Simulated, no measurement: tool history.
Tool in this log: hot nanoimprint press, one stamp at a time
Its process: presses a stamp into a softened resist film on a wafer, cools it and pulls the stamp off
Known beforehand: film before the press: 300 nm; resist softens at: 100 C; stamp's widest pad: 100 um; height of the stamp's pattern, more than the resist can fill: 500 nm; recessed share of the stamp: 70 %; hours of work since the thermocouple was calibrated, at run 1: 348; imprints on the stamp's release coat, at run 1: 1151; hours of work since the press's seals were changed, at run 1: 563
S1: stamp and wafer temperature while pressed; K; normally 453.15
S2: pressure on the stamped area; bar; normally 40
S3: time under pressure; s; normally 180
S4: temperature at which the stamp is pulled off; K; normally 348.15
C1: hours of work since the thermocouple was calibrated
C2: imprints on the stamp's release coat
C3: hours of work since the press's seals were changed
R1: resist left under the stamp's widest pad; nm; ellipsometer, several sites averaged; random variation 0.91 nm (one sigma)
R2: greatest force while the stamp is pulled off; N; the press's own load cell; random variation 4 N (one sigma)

run	hour	S1	S2	S3	S4	C1	C2	C3	R1	R2
1	0	453.15	40	180	348.15	348	1151	563	154.2	255
2	20.5	453.15	40	180	356.15	360	1211	575	153.7	194
3	54	453.15	40	180	348.15	380	1309	595	153.6	267
4	67.9	453.15	40	102	348.15	389	1350	604	187.2	263
# hour 90.7: stamp cleaned and given a new release coat
5	106.1	453.15	40	180	348.15	408	45	623	153.3	229
6	123.1	453.15	40	180	348.15	418	95	633	155.6	225
7	138	453.15	40	180	348.15	427	139	642	156	234
8	170.8	453.15	46.4	199	348.15	447	235	662	142.2	230

The next listed run, before its measurement:
9	200.8	453.15	46.4	341	348.15	465	323	680	?	?

{"run 9": {"R1": 113.8, "R2": 227}}
With no hidden state in the tool, this same run would have given R1 105.8 nm, R2 207 N.
